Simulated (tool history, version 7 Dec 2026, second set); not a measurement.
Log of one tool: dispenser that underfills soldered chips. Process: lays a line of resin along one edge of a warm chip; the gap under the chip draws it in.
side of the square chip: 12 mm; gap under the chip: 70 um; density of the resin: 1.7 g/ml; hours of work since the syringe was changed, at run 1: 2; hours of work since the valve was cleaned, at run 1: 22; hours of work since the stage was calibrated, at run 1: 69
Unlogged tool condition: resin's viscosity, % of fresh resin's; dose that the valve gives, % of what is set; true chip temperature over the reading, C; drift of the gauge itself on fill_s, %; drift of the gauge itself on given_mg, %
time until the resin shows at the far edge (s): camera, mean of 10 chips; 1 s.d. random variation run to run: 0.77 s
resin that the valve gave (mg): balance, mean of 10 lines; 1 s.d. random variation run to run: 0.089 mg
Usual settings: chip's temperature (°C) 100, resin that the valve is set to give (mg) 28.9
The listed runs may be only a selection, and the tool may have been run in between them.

run   hour  chip's temperature (°C)  resin that the valve is set to give (mg)  hours of work since the syringe was changed  hours of work since the valve was cleaned  hours of work since the stage was calibrated  time until the resin shows at the far edge (s)  resin that the valve gave (mg)
  1    0.0                      100                                      28.9                                            2                                         22                                            69                                            74.6                           28.46
  2    3.7                      100                                      28.9                                            4                                         25                                            71                                            82.8                           28.59
  3   10.5                      100                                      28.5                                            9                                         29                                            76                                            99.9                           28.22
      13.7  -- new syringe of resin
  4   17.5                      100                                      28.5                                            3                                         34                                            80                                            79.4                           28.18
  5   22.9                      100                                      28.5                                            6                                         37                                            83                                            91.2                           27.96
  6   28.8                      100                                      37.1                                           10                                         41                                            87                                           101.1                           36.48
      29.9  -- new syringe of resin
      31.4  -- dispensing valve cleaned and set on the balance
  7   35.0                      100                                      37.1                                            3                                          2                                            91                                            78.4                           37.20
  8   41.4                      100                                      37.1                                            7                                          7                                            95                                            90.8                           36.92
      47.0  -- new syringe of resin
  9   48.8                      100                                      28.6                                            1                                         11                                            99                                            74.1                           28.42
 10   53.1                      100                                      28.9                                            4                                         14                                           102                                            83.9                           28.81
 11   57.4                      100                                      28.9                                            7                                         17                                           105                                            92.2                           28.69
      63.3  -- new syringe of resin
 12   66.0                      100                                      28.9                                            2                                         22                                           110                                            75.0                           28.64
 13   71.6                      100                                      28.9                                            5                                         26                                           114                                            85.7                           28.60
 14   78.4                      104                                      28.9                                           10                                         30                                           119                                            87.4                           28.62
      80.0  -- new syringe of resin
 15   86.9                      104                                      28.9                                            5                                         36                                           124                                            70.0                           28.61
 16   95.4                      104                                      28.9                                           10                                         41                                           129                                            88.7                           28.48
      96.1  -- new syringe of resin
      97.6  -- dispensing valve cleaned and set on the balance
 17  103.7                      104                                      28.9                                            4                                          4                                           134                                            68.4                           28.89
 18  111.6                      104                                      28.9                                            9                                          9                                           139                                            84.3                           28.84
     113.6  -- new syringe of resin
 19  117.9                      100                                      27.2                                            3                                         13                                           143                                            78.3                           27.20
 20  123.5                       98                                      27.2                                            6                                         17                                           147                                            98.8                           27.14
 21  127.2                      100                                      26.2                                            9                                         19                                           149                                           101.7                           26.13
     130.2  -- new syringe of resin
 22  134.1                       93                                      32.5                                            3                                         24                                           154                                           105.8                           32.32
 23  142.2                       93                                      32.5                                            8                                         29                                           159                                           128.1                           32.08
     146.4  -- new syringe of resin
 24  146.5                       88                                      26.2                                            0                                         31                                           161                                           122.0                           25.96
 25  152.5                       88                                      26.2                                            4                                         35                                           165                                           141.4                           25.99
 26  159.8                       99                                      26.2                                            9                                         40                                           170                                           102.8                           25.80
     162.5  -- new syringe of resin
     164.3  -- dispensing valve cleaned and set on the balance
 27  164.8                      111                                      27.8                                            1                                          0                                           173                                            44.8                           27.92
 28  173.4                      112                                      35.8                                            7                                          6                                           178                                            52.5                           35.82
     179.7  -- new syringe of resin
 29  179.7                      109                                      32.4                                            0                                         10                                           182                                            46.6                           32.40
 30  184.4                      109                                      32.4                                            3                                         13                                           185                                            52.9                           32.32
 31  193.1                      104                                      30.3                                            9                                         19                                           191                                            80.0                           30.12
     196.5  -- new syringe of resin
 32  196.9                      106                                      28.8                                            0                                         21                                           193                                            53.5                           28.63
 33  202.9                      115                                      35.1                                            4                                         25                                           197                                            43.2                           34.85
 34  209.5                       90                                      37.5                                            9                                         29                                           201                                           148.8                           37.34
     212.8  -- new syringe of resin
 35  216.0                       90                                      37.5                                            2                                         33                                           206                                           119.7                           37.07
 36  220.7                       90                                      37.5                                            5                                         36                                           209                                           133.2                           37.09

For some of the steps in time until the resin shows at the far edge (s) from one run to the next: how much would appear even if the tool had no hidden state, given the settings, what came in and random variation, and how much remains for the hidden state plus any gauge scatter that the measured result and the result without hidden state don't share?
Run 23 -> 24: chip's temperature (°C) 93 -> 88, resin that the valve is set to give (mg) 32.5 -> 26.2, new syringe of resin. time until the resin shows at the far edge (s) -6.1: hidden state -32.9, all else +26.8.
Run 25 -> 26: chip's temperature (°C) 88 -> 99. time until the resin shows at the far edge (s) -38.6: hidden state +10.0, all else -48.6.
Run 26 -> 27: chip's temperature (°C) 99 -> 111, resin that the valve is set to give (mg) 26.2 -> 27.8, new syringe of resin, dispensing valve cleaned and set on the balance. time until the resin shows at the far edge (s) -58.0: hidden state -28.0, all else -30.0.
Run 33 -> 34: chip's temperature (°C) 115 -> 90, resin that the valve is set to give (mg) 35.1 -> 37.5. time until the resin shows at the far edge (s) +105.6: hidden state +33.1, all else +72.5.
Run 34 -> 35: new syringe of resin. time until the resin shows at the far edge (s) -29.1: hidden state -30.4, all else +1.3.
